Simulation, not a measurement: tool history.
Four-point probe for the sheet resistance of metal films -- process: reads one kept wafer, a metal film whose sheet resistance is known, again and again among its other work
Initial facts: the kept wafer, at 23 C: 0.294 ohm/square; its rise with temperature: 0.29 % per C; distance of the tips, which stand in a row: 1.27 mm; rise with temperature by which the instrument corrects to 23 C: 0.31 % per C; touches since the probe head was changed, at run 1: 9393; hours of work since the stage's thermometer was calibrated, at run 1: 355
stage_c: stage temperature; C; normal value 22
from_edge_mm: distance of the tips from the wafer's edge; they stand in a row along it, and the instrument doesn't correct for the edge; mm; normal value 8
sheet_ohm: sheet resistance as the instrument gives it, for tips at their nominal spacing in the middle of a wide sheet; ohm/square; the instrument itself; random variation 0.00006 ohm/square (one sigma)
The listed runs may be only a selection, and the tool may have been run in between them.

run,hour,stage_c,from_edge_mm,touches since the probe head was changed,hours of work since the stage's thermometer was calibrated,sheet_ohm
1,0,22,8,9393,355,0.298082
2,20.3,22,4,9954,364,0.309209
3,38.9,22,4,10471,371,0.309213
4,54.6,22,4,10906,378,0.309163
5,83.8,22,4,11712,390,0.309156
6,96.1,22,4,12055,395,0.309186
7,121.3,22,4,12750,405,0.309211
8,141.9,22,4,13322,414,0.309208
9,166,26,4,13989,424,0.308861
10,189.3,21,8,14633,433,0.298108
11,201.7,21,8,14977,438,0.298006
12,220.7,21,8,15502,446,0.29817
13,240.9,21,8,16061,455,0.298129
14,254.6,22,7,16441,460,0.299284
15,271.4,22,7,16908,467,0.29932
16,285.8,22,12,17306,473,0.295822
17,299.9,22,8,17694,479,0.29803
18,313.9,22,8,18082,485,0.298081
19,329.4,22,8,18511,491,0.298025
20,358.6,22,8,19322,503,0.298063
21,388.5,22,8,20148,515,0.298028
22,405.9,22,8,20629,523,0.297945
23,423.6,33,4,21120,530,0.308485
24,447.5,24,6,21782,540,0.30093
25,471.9,23,66,22457,550,0.294108
26,485.4,23,66,22829,555,0.294193
27,507.2,31,4,23435,564,0.308541
28,524.8,31,15,23920,572,0.294572
29,537.5,22,52,24272,577,0.294118
30,554.9,22,52,24756,584,0.294178
31,577.8,25,70,25389,593,0.293915
32,606.5,21,28,26184,605,0.29446
33,633.9,21,28,26942,617,0.294452
34,650.4,21,42,27400,623,0.294214
35,663,24,3,27748,629,0.319624
36,683.9,29,3,28326,637,0.319207
37,696.9,22,4,28685,642,0.309235
38,719.8,22,4,29321,652,0.309204
39,734.5,19,59,29726,658,0.294361
40,756.3,19,59,30331,667,0.294387
41,771.5,19,59,30752,673,0.294261
42,791.5,19,22,31304,681,0.294907
43,808.5,22,74,31775,688,0.294042
44,828.6,24,5,32331,697,0.303891

What if the next run were any one of these 3? Each begins from the tool's condition after run 44:
A,853.6,27,19,33024,707,?
B,853.6,27,20,33024,707,?
C,853.6,24,4,33024,707,?

run,sheet_ohm
A,0.29448
B,0.294383
C,0.309045
With the hidden condition removed and each run's random variation left untouched, the same runs would have given:
run,sheet_ohm
A,0.294462
B,0.294365
C,0.309026
